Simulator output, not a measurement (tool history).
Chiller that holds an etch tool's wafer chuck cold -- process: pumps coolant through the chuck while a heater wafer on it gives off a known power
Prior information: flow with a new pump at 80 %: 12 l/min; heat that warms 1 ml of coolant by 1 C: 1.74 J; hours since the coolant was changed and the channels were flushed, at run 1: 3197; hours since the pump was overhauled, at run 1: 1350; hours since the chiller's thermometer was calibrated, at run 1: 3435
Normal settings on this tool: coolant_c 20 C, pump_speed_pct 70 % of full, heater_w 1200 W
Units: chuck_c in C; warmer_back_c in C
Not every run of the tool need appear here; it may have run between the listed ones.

run     day  coolant_c  pump_speed_pct  heater_w  hours since the coolant was changed and the channels were flushed  hours since the pump was overhauled  hours since the chiller's thermometer was calibrated  chuck_c  warmer_back_c
  1   0.000         20              70      1200                                                               3197                                 1350                                                  3435     29.4           3.98
  2   2.571         20              70      1200                                                               3259                                 1412                                                  3496     29.4           3.96
      5.017  -- chiller's thermometer calibrated
  3   6.046         20              70      1200                                                               3341                                 1494                                                    25     29.2           3.94
  4   8.517         20              70      1200                                                               3400                                 1554                                                    84     29.3           4.01
  5  12.338         20              95      1200                                                               3492                                 1645                                                   176     27.2           2.99
  6  15.958         20              70      1200                                                               3579                                 1732                                                   263     29.4           4.02
  7  18.621         20              70       915                                                               3643                                 1796                                                   326     27.2           3.13
  8  21.221         20              70       915                                                               3705                                 1858                                                   389     27.1           3.17
  9  23.833         20              70      1200                                                               3768                                 1921                                                   452     29.2           4.17
 10  27.296         20              70      1200                                                               3851                                 2004                                                   535     29.4           4.09
 11  30.946         20              70      1200                                                               3939                                 2092                                                   622     29.3           4.23
 12  32.725         20              70      1200                                                               3981                                 2135                                                   665     29.3           4.19
 13  35.542         20              70      1200                                                               4049                                 2202                                                   733     29.4           4.19
 14  38.621         20              70      1200                                                               4123                                 2276                                                   806     29.3           4.18
 15  42.462         20              70      1551                                                               4215                                 2368                                                   899     31.9           5.31
 16  44.117         20              70      1551                                                               4255                                 2408                                                   938     32.1           5.33
 17  46.962         20              70      1551                                                               4323                                 2476                                                  1007     32.1           5.32
 18  49.271         11              61       713                                                               4378                                 2532                                                  1062     17.1           2.92
 19  51.467         16              82       713                                                               4431                                 2584                                                  1115     20.9           2.26

What does the tool deliver on the next run?
 20  53.642         16              82       649                                                               4483                                 2637                                                  1167        ?              ?

chuck_c: 20.3 C
warmer_back_c: 2.19 C
With the hidden condition absent and the run-to-run variation left alone, this run would have shown chuck_c 20.3 C, warmer_back_c 1.88 C.
